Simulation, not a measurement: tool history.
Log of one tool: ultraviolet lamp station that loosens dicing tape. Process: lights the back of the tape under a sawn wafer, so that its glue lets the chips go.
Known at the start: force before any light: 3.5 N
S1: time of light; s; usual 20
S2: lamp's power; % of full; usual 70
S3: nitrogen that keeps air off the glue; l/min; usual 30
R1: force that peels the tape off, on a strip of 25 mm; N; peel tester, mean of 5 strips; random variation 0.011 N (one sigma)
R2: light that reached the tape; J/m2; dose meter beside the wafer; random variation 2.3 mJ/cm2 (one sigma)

run    hour  S1  S2  S3     R1    R2
  1     0.0  20  70  30  0.462  2070
  2    52.1  15  70  30  0.760  1540
  3   111.8  15  70  30  0.708  1550
  4   158.1  15  70  30  0.743  1520
  5   216.4  15  70  30  0.701  1550
  6   272.5  20  70  46  0.344  2070
  7   318.3  20  70  46  0.346  2070
  8   398.2  20  70  46  0.353  2080
  9   466.8  30  70  30  0.223  3070
 10   535.4  30  70  30  0.228  3070
 11   603.3  30  70  30  0.241  3080
 12   649.3  30  70  30  0.233  3090
 13   700.2  16  70  30  0.652  1680
 14   746.1  19  72  52  0.349  2050
 15   778.9  16  79  33  0.526  1870
 16   846.5  16  79  33  0.525  1870
 17   901.2  16  79  33  0.523  1840
 18   935.8  11  87  30  0.819  1380
 19  1014.4  32  87  39  0.151  4120
 20  1054.8  20  66  19  0.701  1960
     1094.2  -- window cleaned of glue's vapour
     1110.3  -- lamp changed
 21  1116.2  16  68  53  0.482  1600
 22  1178.8  16  61  35  0.739  1430
 23  1220.8  16  61  35  0.748  1440

5 ways to go on from here, each from the tool as it stands after run 23. What would each give?
  A  1289.0  33  72  13   ?   ?
  B  1289.0  12  72  35   ?   ?
  C  1289.0  20  84  30   ?   ?
  D  1289.0  24  98  25   ?   ?
  E  1289.0  21  63  14   ?   ?

run     R1    R2
  A  0.341  3540
  B  0.903  1270
  C  0.339  2510
  D  0.227  3540
  E  0.826  1970
Without the tool's hidden state the same runs would have given:
run     R1    R2
  A  0.341  3540
  B  0.902  1270
  C  0.339  2510
  D  0.227  3540
  E  0.825  1970
